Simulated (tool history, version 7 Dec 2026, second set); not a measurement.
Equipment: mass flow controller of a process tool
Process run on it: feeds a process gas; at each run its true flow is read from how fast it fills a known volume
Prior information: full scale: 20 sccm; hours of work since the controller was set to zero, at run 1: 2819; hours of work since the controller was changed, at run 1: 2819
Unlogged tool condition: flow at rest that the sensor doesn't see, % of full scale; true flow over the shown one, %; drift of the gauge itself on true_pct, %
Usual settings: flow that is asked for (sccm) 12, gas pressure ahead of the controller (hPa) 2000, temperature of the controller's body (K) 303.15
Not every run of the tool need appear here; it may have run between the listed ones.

| run | hour | flow that is asked for (sccm) | gas pressure ahead of the controller (hPa) | temperature of the controller's body (K) | hours of work since the controller was set to zero | hours of work since the controller was changed | true flow (%) |
|---|---|---|---|---|---|---|---|
| 1 | 0.0 | 12 | 2000 | 303.15 | 2819 | 2819 | 99.11 |
| 2 | 212.2 | 12 | 2000 | 303.15 | 2928 | 2928 | 99.05 |
| 3 | 479.5 | 12 | 2000 | 303.15 | 3065 | 3065 | 99.37 |
| 4 | 770.0 | 12 | 2000 | 303.15 | 3214 | 3214 | 99.38 |
| 5 | 962.9 | 12 | 2000 | 303.15 | 3313 | 3313 | 99.31 |
| 6 | 1135.9 | 12 | 2000 | 303.15 | 3402 | 3402 | 99.40 |
| 7 | 1307.6 | 12 | 2000 | 303.15 | 3490 | 3490 | 99.47 |
| 8 | 1585.5 | 12 | 2000 | 303.15 | 3633 | 3633 | 99.48 |
| 9 | 1906.0 | 12 | 2000 | 303.15 | 3798 | 3798 | 99.53 |
| 10 | 2194.7 | 3 | 2000 | 303.15 | 3946 | 3946 | 98.59 |
| 11 | 2427.0 | 3 | 2000 | 303.15 | 4065 | 4065 | 98.62 |
| 12 | 2597.1 | 3 | 2000 | 303.15 | 4153 | 4153 | 98.48 |
| 13 | 2938.8 | 3 | 2000 | 303.15 | 4328 | 4328 | 98.68 |
| 14 | 3084.7 | 3 | 1810 | 303.15 | 4403 | 4403 | 98.90 |
| 15 | 3325.0 | 3 | 1810 | 303.15 | 4526 | 4526 | 98.88 |
| 16 | 3515.2 | 3 | 1810 | 303.15 | 4624 | 4624 | 98.90 |
| 17 | 3762.3 | 3 | 1810 | 303.15 | 4751 | 4751 | 98.99 |
| 18 | 4070.4 | 12 | 2000 | 312.15 | 4909 | 4909 | 100.30 |
| 19 | 4368.7 | 12 | 2000 | 303.15 | 5062 | 5062 | 100.07 |
| 20 | 4621.0 | 12 | 2000 | 303.15 | 5192 | 5192 | 100.22 |
| 21 | 4974.3 | 12 | 2000 | 303.15 | 5373 | 5373 | 100.23 |
|  | 4990.2 | gauge calibrated |
| 22 | 5195.1 | 12 | 2000 | 303.15 | 5487 | 5487 | 99.13 |
| 23 | 5431.6 | 12 | 2000 | 300.15 | 5608 | 5608 | 99.16 |
| 24 | 5677.5 | 12 | 2000 | 303.15 | 5734 | 5734 | 99.23 |
| 25 | 5981.9 | 6 | 2580 | 303.15 | 5891 | 5891 | 98.24 |
| 26 | 6221.1 | 6 | 2580 | 303.15 | 6014 | 6014 | 98.41 |
| 27 | 6409.8 | 13 | 2750 | 303.15 | 6110 | 6110 | 99.07 |
| 28 | 6717.2 | 13 | 2750 | 303.15 | 6268 | 6268 | 99.22 |
| 29 | 6987.6 | 10 | 2040 | 295.15 | 6407 | 6407 | 99.03 |
| 30 | 7186.4 | 2 | 2040 | 295.15 | 6509 | 6509 | 98.05 |
| 31 | 7491.7 | 13 | 1600 | 301.15 | 6666 | 6666 | 100.03 |
| 32 | 7688.6 | 9 | 1950 | 307.15 | 6767 | 6767 | 99.66 |
| 33 | 7969.4 | 3 | 1970 | 302.15 | 6911 | 6911 | 98.77 |
| 34 | 8198.6 | 6 | 1670 | 302.15 | 7029 | 7029 | 99.24 |
| 35 | 8454.2 | 3 | 2460 | 305.15 | 7160 | 7160 | 98.65 |
| 36 | 8642.9 | 3 | 2460 | 305.15 | 7257 | 7257 | 98.65 |
| 37 | 8899.3 | 4 | 2460 | 300.15 | 7389 | 7389 | 98.65 |
| 38 | 9207.1 | 19 | 2460 | 300.15 | 7547 | 7547 | 100.60 |
| 39 | 9540.2 | 19 | 2460 | 300.15 | 7718 | 7718 | 100.62 |
| 40 | 9718.8 | 19 | 2460 | 300.15 | 7810 | 7810 | 100.60 |
| 41 | 9911.1 | 19 | 2460 | 300.15 | 7908 | 7908 | 100.71 |
| 42 | 10114.8 | 19 | 2460 | 303.15 | 8013 | 8013 | 100.85 |
| 43 | 10413.3 | 9 | 2000 | 303.15 | 8166 | 8166 | 99.96 |
| 44 | 10710.0 | 19 | 2000 | 303.15 | 8319 | 8319 | 101.33 |
|  | 10796.0 | controller exchanged for a calibrated one |
| 45 | 10925.9 | 19 | 2000 | 303.15 | 67 | 67 | 101.25 |
| 46 | 11192.6 | 19 | 2000 | 303.15 | 204 | 204 | 101.44 |
| 47 | 11456.6 | 19 | 2000 | 303.15 | 339 | 339 | 101.35 |

A few steps of true flow (%) between consecutive runs. Split each: what settings, incoming material and random variation would produce without the hidden state, and what is left over for the hidden state, along with gauge scatter present in only one of the two compared results (measured, and without hidden state):
Run 12 -> 13: settings left as they were, no log entry in between. true flow (%) +0.20: hidden state +0.08, all else +0.12.
Run 20 -> 21: settings left as they were, no log entry in between. true flow (%) +0.01: hidden state +0.08, all else -0.07.
Run 21 -> 22: gauge calibrated. true flow (%) -1.10: hidden state -1.02, all else -0.08.
Run 30 -> 31: flow that is asked for (sccm) 2 -> 13, gas pressure ahead of the controller (hPa) 2040 -> 1600, temperature of the controller's body (K) 295.15 -> 301.15. true flow (%) +1.98: hidden state +0.04, all else +1.94.
Run 37 -> 38: flow that is asked for (sccm) 4 -> 19. true flow (%) +1.95: hidden state +0.06, all else +1.89.
Run 43 -> 44: flow that is asked for (sccm) 9 -> 19. true flow (%) +1.37: hidden state +0.08, all else +1.29.
